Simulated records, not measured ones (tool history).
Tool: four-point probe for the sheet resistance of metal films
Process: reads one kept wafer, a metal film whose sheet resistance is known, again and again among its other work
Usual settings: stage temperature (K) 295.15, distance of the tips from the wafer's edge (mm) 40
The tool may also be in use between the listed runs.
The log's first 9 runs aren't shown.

run     day  stage temperature (K)  distance of the tips from the wafer's edge (mm)  touches since the probe head was changed  hours of work since the stage's thermometer was calibrated  sheet resistance as the instrument gives it (ohm/square)
 10  17.117                 295.15                                               40                                     39285                                                        1438                                                  1.071616
 11  19.254                 295.15                                               40                                     40755                                                        1458                                                  1.071966
 12  21.229                 295.15                                               40                                     42110                                                        1477                                                  1.071384
 13  23.429                 295.15                                               40                                     43620                                                        1498                                                  1.072048
 14  25.300                 298.15                                               40                                     44905                                                        1516                                                  1.069337
 15  27.204                 298.15                                               40                                     46211                                                        1535                                                  1.069521
 16  28.208                 298.15                                               40                                     46901                                                        1544                                                  1.069662
 17  29.846                 295.15                                               40                                     48025                                                        1560                                                  1.071568
 18  31.467                 295.15                                               40                                     49139                                                        1576                                                  1.071397
 19  33.038                 297.15                                               40                                     50217                                                        1591                                                  1.069996
 20  34.496                 297.15                                               40                                     51217                                                        1605                                                  1.070285
 21  36.558                 295.15                                               26                                     52633                                                        1625                                                  1.071422

Run 22 comes next. What will it give?
 22  38.717                 295.15                                               26                                     54118                                                        1646                                                         ?

sheet resistance as the instrument gives it (ohm/square): 1.071463
Without the tool's hidden state the same run would have given sheet resistance as the instrument gives it (ohm/square) 1.071934.
